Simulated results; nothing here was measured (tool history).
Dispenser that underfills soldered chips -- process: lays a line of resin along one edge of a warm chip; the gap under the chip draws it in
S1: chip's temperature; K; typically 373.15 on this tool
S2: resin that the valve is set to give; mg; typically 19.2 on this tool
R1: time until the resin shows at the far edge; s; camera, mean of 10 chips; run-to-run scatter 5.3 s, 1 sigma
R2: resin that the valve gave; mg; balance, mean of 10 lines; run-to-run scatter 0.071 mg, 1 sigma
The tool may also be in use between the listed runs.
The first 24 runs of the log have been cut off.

run	hour	S1	S2	R1	R2
# hour 139.1: new syringe of resin
25	141.4	368.15	17.2	694.3	16.93
26	146.5	383.15	19.2	530.8	18.77
27	152.3	379.15	17.4	726.5	17.11
# hour 153.7: new syringe of resin
28	159.4	370.15	24.1	682.1	23.66
29	166.1	382.15	21.9	641.7	21.38
# hour 168.1: new syringe of resin
30	172	382.15	21.9	483.3	21.44
# hour 177.3: dispensing valve cleaned and set on the balance
31	177.4	361.15	24.2	973.7	24.13
# hour 183.3: new syringe of resin
32	184.9	361.15	24.2	778.3	24.23
33	190.5	369.15	19.2	758.6	19
34	196.5	369.15	19.2	945.5	19.06

Each row is a separate what-if for the run after 34, all from the same tool condition, not one after another. Results?
# hour 197.7: new syringe of resin
A	202.7	385.15	17.1	?	?
# hour 197.7: new syringe of resin
B	202.7	364.15	17.4	?	?
# hour 197.7: new syringe of resin
C	202.7	369.15	19.2	?	?
# hour 197.7: new syringe of resin
D	202.7	382.15	16.9	?	?
# hour 197.7: new syringe of resin
E	202.7	386.15	17	?	?

run	R1	R2
A	469.3	17.07
B	819.3	17.37
C	707	18.97
D	515.1	16.83
E	462.5	16.95
With the hidden condition removed and each run's random variation left untouched, the same runs would have given:
run	R1	R2
A	391.2	17.19
B	681.3	17.5
C	588.6	19.1
D	429.2	16.95
E	385.7	17.07

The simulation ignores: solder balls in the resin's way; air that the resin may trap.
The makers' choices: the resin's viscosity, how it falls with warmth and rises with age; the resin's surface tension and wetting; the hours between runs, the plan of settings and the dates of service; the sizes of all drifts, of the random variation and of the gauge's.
